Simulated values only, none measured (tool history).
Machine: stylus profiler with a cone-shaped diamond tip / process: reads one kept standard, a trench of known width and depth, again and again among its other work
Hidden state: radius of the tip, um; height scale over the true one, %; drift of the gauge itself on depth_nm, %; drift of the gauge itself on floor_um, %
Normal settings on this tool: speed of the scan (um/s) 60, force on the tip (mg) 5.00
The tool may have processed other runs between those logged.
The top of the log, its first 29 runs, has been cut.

run   hour  speed of the scan (um/s)  force on the tip (mg)  scans with this tip  hours of work since the height scale was calibrated  depth of the trench (Å)  width of the trench's floor (um)
 30  451.7                        91                   7.63                 5949                                                  719                   1026.4                             47.73
 31  462.4                        30                   7.19                 6005                                                  726                   1025.8                             47.92
 32  484.3                       230                   3.82                 6118                                                  740                   1016.6                             47.04
 33  506.3                       230                   3.82                 6233                                                  754                   1016.8                             47.02
 34  521.7                       230                   3.82                 6313                                                  763                   1016.7                             47.07
 35  532.5                       230                   3.82                 6369                                                  770                   1017.0                             47.05
 36  543.3                       230                   3.82                 6426                                                  777                   1016.5                             47.01
 37  567.0                       230                   3.82                 6549                                                  792                   1016.8                             47.05
 38  586.5                       151                   5.43                 6650                                                  804                   1021.4                             47.47
 39  610.1                        74                   2.02                 6773                                                  819                   1011.2                             47.58
 40  632.7                        74                   2.02                 6891                                                  833                   1011.0                             47.58
 41  653.3                        68                   4.35                 6997                                                  846                   1018.3                             47.73

Predict the results of run 42:
 42  669.7                       151                  14.51                 7082                                                  856                        ?                                 ?

Run 42 gave depth of the trench (Å) 1041.3, width of the trench's floor (um) 47.68.
Without the tool's hidden state the same run would have given depth of the trench (Å) 1041.3, width of the trench's floor (um) 47.69.

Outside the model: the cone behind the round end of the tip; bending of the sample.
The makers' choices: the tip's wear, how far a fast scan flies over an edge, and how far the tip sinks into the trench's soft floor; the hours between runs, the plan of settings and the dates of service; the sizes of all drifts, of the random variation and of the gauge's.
